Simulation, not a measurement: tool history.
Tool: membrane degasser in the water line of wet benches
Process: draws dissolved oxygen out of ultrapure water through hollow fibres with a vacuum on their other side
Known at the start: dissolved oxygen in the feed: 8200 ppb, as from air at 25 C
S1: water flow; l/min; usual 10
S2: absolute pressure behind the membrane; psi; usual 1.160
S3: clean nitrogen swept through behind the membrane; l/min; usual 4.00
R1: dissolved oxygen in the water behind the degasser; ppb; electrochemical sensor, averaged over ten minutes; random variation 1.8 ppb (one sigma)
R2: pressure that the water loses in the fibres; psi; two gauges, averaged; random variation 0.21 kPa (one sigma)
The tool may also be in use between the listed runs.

{"run": 1, "hour": 0.0, "S1": 10, "S2": 1.16, "S3": 4.0, "R1": 176.1, "R2": 6.817}
{"run": 2, "hour": 35.2, "S1": 10, "S2": 1.16, "S3": 4.0, "R1": 174.8, "R2": 6.837}
{"run": 3, "hour": 80.3, "S1": 10, "S2": 1.16, "S3": 4.0, "R1": 173.7, "R2": 6.811}
{"run": 4, "hour": 124.5, "S1": 10, "S2": 1.16, "S3": 4.0, "R1": 174.5, "R2": 6.834}
{"run": 5, "hour": 153.0, "S1": 10, "S2": 1.16, "S3": 4.0, "R1": 178.7, "R2": 6.769}
{"run": 6, "hour": 184.8, "S1": 10, "S2": 1.16, "S3": 4.0, "R1": 175.3, "R2": 6.775}
{"run": 7, "hour": 209.4, "S1": 10, "S2": 1.16, "S3": 4.0, "R1": 178.0, "R2": 6.841}
{"run": 8, "hour": 254.3, "S1": 10, "S2": 1.99, "S3": 4.0, "R1": 214.9, "R2": 6.828}
{"run": 9, "hour": 291.6, "S1": 10, "S2": 1.99, "S3": 4.0, "R1": 213.0, "R2": 6.839}
{"run": 10, "hour": 320.2, "S1": 10, "S2": 1.99, "S3": 4.0, "R1": 208.6, "R2": 6.828}
{"run": 11, "hour": 366.8, "S1": 10, "S2": 1.99, "S3": 4.0, "R1": 211.3, "R2": 6.795}
{"hour": 369.7, "done": "vacuum gauge calibrated"}
{"run": 12, "hour": 392.3, "S1": 10, "S2": 1.16, "S3": 4.0, "R1": 179.3, "R2": 6.759}
{"run": 13, "hour": 440.0, "S1": 10, "S2": 1.16, "S3": 4.0, "R1": 177.2, "R2": 6.87}
{"run": 14, "hour": 476.9, "S1": 10, "S2": 1.16, "S3": 9.0, "R1": 159.1, "R2": 6.802}
{"run": 15, "hour": 511.3, "S1": 7, "S2": 1.16, "S3": 4.0, "R1": 59.0, "R2": 4.766}
{"run": 16, "hour": 532.4, "S1": 7, "S2": 1.16, "S3": 4.0, "R1": 59.9, "R2": 4.788}
{"hour": 543.7, "done": "vacuum gauge calibrated, once more"}
{"run": 17, "hour": 558.3, "S1": 7, "S2": 0.848, "S3": 4.0, "R1": 50.4, "R2": 4.775}
{"run": 18, "hour": 580.2, "S1": 7, "S2": 0.848, "S3": 4.0, "R1": 50.9, "R2": 4.738}
{"run": 19, "hour": 599.9, "S1": 7, "S2": 1.571, "S3": 4.0, "R1": 71.1, "R2": 4.791}
{"run": 20, "hour": 626.6, "S1": 7, "S2": 2.498, "S3": 7.41, "R1": 72.7, "R2": 4.779}
{"run": 21, "hour": 673.3, "S1": 7, "S2": 0.933, "S3": 4.46, "R1": 51.4, "R2": 4.791}
{"run": 22, "hour": 713.6, "S1": 8, "S2": 2.01, "S3": 5.42, "R1": 106.5, "R2": 5.524}
{"run": 23, "hour": 756.1, "S1": 8, "S2": 2.493, "S3": 1.76, "R1": 226.1, "R2": 5.459}
{"run": 24, "hour": 776.0, "S1": 7, "S2": 1.16, "S3": 4.0, "R1": 60.1, "R2": 4.785}
{"run": 25, "hour": 817.4, "S1": 10, "S2": 1.923, "S3": 10.46, "R1": 170.9, "R2": 6.85}
{"run": 26, "hour": 854.2, "S1": 7, "S2": 1.923, "S3": 7.45, "R1": 63.7, "R2": 4.773}
{"run": 27, "hour": 895.9, "S1": 9, "S2": 1.256, "S3": 5.27, "R1": 125.6, "R2": 6.173}
{"run": 28, "hour": 931.7, "S1": 9, "S2": 1.256, "S3": 5.27, "R1": 128.4, "R2": 6.187}
{"run": 29, "hour": 968.0, "S1": 7, "S2": 1.427, "S3": 3.24, "R1": 76.3, "R2": 4.779}
{"run": 30, "hour": 988.6, "S1": 9, "S2": 1.427, "S3": 3.24, "R1": 151.1, "R2": 6.195}
{"run": 31, "hour": 1032.1, "S1": 9, "S2": 1.427, "S3": 3.24, "R1": 149.7, "R2": 6.157}

Forecast each of these 4 alternatives for the next run:
{"run": "A", "hour": 1055.5, "S1": 7, "S2": 1.16, "S3": 2.17, "R1": "?", "R2": "?"}
{"run": "B", "hour": 1055.5, "S1": 10, "S2": 1.314, "S3": 3.24, "R1": "?", "R2": "?"}
{"run": "C", "hour": 1055.5, "S1": 15, "S2": 1.427, "S3": 3.24, "R1": "?", "R2": "?"}
{"run": "D", "hour": 1055.5, "S1": 7, "S2": 2.268, "S3": 9.25, "R1": "?", "R2": "?"}

run=A R1=79.0 R2=4.814
run=B R1=196.4 R2=6.844
run=C R1=535.8 R2=10.241
run=D R1=62.8 R2=4.836
Without the tool's hidden state the same runs would have given:
run=A R1=75.4 R2=4.785
run=B R1=190.8 R2=6.802
run=C R1=525.7 R2=10.180
run=D R1=60.1 R2=4.807
